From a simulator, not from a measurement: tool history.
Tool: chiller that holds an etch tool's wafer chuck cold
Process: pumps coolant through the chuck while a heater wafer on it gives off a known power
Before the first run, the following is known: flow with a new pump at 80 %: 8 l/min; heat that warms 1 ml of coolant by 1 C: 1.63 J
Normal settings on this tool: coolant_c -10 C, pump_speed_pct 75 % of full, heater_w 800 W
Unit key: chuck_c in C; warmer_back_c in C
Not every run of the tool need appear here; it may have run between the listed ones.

run,hour,coolant_c,pump_speed_pct,heater_w,chuck_c,warmer_back_c
1,0,-10,75,800,-1.3,3.99
2,37.1,-10,75,800,-1.4,4.02
3,61,-10,75,800,-1,4.04
4,89.4,-10,91,800,-2.1,3.31
5,137.9,-10,91,800,-2,3.27
6,193.8,-10,91,800,-2.1,3.28
7,243.4,-10,91,800,-2,3.32
8,266.8,-10,75,894,0.1,4.53
9,290.9,-2,64,430,3.5,2.5
10,336.3,-2,100,768,5.3,2.88
11,384.6,-1,72,712,7.3,3.73
12,415.7,-1,72,712,7.4,3.73
13,447.4,-10,94,800,-2.2,3.19
14,478.6,-10,94,800,-1.9,3.22
15,535.5,-10,70,800,-0.6,4.38
16,593.2,-10,70,736,-1.1,3.98

4 ways to go on from here, each from the tool as it stands after run 16. What would each give?
A,630.9,-10,71,722,?,?
B,630.9,-3,76,800,?,?
C,630.9,-10,71,441,?,?
D,630.9,-10,67,912,?,?

run,chuck_c,warmer_back_c
A,-1.3,3.87
B,6.2,4
C,-4.6,2.32
D,1.2,5.2
What these runs would have given with no unlogged condition in the tool:
run,chuck_c,warmer_back_c
A,-2.7,3.76
B,4.6,3.88
C,-5.6,2.25
D,-0.6,5.05
